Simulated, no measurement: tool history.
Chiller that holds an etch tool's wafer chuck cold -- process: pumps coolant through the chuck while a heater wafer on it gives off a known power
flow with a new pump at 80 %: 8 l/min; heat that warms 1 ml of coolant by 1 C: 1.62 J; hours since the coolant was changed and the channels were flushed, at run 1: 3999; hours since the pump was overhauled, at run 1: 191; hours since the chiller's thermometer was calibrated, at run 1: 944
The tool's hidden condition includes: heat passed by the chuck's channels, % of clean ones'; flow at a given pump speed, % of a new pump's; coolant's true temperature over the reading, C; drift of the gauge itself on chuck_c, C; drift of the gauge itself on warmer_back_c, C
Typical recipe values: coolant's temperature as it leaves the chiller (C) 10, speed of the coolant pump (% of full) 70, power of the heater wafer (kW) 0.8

run    hour  coolant's temperature as it leaves the chiller (C)  speed of the coolant pump (% of full)  power of the heater wafer (kW)  hours since the coolant was changed and the channels were flushed  hours since the pump was overhauled  hours since the chiller's thermometer was calibrated  chuck's temperature once it has settled (C)  how much warmer the coolant comes back (C)
  1       0                                                  10                                     70                             0.8                                                               3999                                  191                                                   944                                         22.3                                        4.29
  2    82.7                                                  10                                     70                             0.8                                                               4082                                  273                                                  1027                                         22.4                                        4.25
  3   195.9                                                  10                                     70                             0.8                                                               4195                                  386                                                  1140                                         22.5                                        4.25
  4   306.7                                                  10                                     70                             0.8                                                               4306                                  497                                                  1251                                         22.6                                        4.24
  5   411.7                                                  10                                     70                             0.8                                                               4411                                  602                                                  1355                                         22.4                                        4.23
  6   486.1                                                  10                                     62                             0.8                                                               4485                                  677                                                  1430                                         23.9                                        4.81
  7   594.6                                                  10                                     62                             0.8                                                               4594                                  785                                                  1538                                         23.9                                        4.79
  8   727.9                                                  10                                     70                             0.8                                                               4727                                  918                                                  1672                                         22.9                                        4.29
  9   846.2                                                  10                                     70                           0.992                                                               4845                                 1037                                                  1790                                         25.7                                        5.31
 10   910.2                                                  10                                     70                           0.992                                                               4909                                 1101                                                  1854                                         25.9                                        5.25
      926.5  -- coolant pump overhauled
 11   997.9                                                   7                                     95                           0.437                                                               4992                                   71                                                  1937                                         12.6                                        1.77
     1087.2  -- chiller's thermometer calibrated
 12  1116.8                                                   2                                     95                           0.437                                                               5110                                  189                                                    30                                          7.2                                        1.78
 13  1232.2                                                   4                                     60                           0.494                                                               5225                                  305                                                   145                                         13.2                                         3.1
     1260.2  -- coolant pump overhauled, once more
 14  1377.2                                                  14                                     64                           0.802                                                               5365                                  117                                                   285                                         27.7                                        4.58
 15  1461.7                                                  14                                     64                           0.802                                                               5450                                  202                                                   369                                         27.8                                        4.63
 16  1559.8                                                   7                                     95                           0.745                                                               5548                                  300                                                   468                                         15.8                                        2.96
 17  1623.2                                                  12                                     70                             0.8                                                               5611                                  363                                                   531                                         24.7                                        4.19
 18  1748.1                                                   4                                     70                             0.8                                                               5736                                  488                                                   656                                           17                                        4.21
 19  1853.6                                                   4                                     70                             0.8                                                               5842                                  593                                                   761                                         16.8                                        4.21
 20  1918.1                                                   7                                     65                           0.653                                                               5906                                  658                                                   826                                         18.4                                        3.71

Each row is a separate what-if for the run after 20, all from the same tool condition, not one after another. Results?
  A  2018.6                                                  11                                     78                           0.849                                                               6007                                  758                                                   926                                            ?                                           ?
  B  2018.6                                                  18                                     92                           0.415                                                               6007                                  758                                                   926                                            ?                                           ?
  C  2018.6                                                  10                                     68                           0.816                                                               6007                                  758                                                   926                                            ?                                           ?
  D  2018.6                                                  10                                     84                             0.8                                                               6007                                  758                                                   926                                            ?                                           ?
  E  2018.6                                                  11                                     61                             0.8                                                               6007                                  758                                                   926                                            ?                                           ?

run  chuck's temperature once it has settled (C)  how much warmer the coolant comes back (C)
  A                                         23.5                                        4.02
  B                                         23.3                                        1.71
  C                                         23.4                                        4.51
  D                                         20.9                                        3.58
  E                                         25.6                                        4.82
Take away the tool's hidden state, keep each run's random variation, and the runs would have read:
run  chuck's temperature once it has settled (C)  how much warmer the coolant comes back (C)
  A                                         21.7                                           4
  B                                         22.5                                         1.7
  C                                         21.5                                        4.49
  D                                         19.3                                        3.56
  E                                         23.5                                        4.79

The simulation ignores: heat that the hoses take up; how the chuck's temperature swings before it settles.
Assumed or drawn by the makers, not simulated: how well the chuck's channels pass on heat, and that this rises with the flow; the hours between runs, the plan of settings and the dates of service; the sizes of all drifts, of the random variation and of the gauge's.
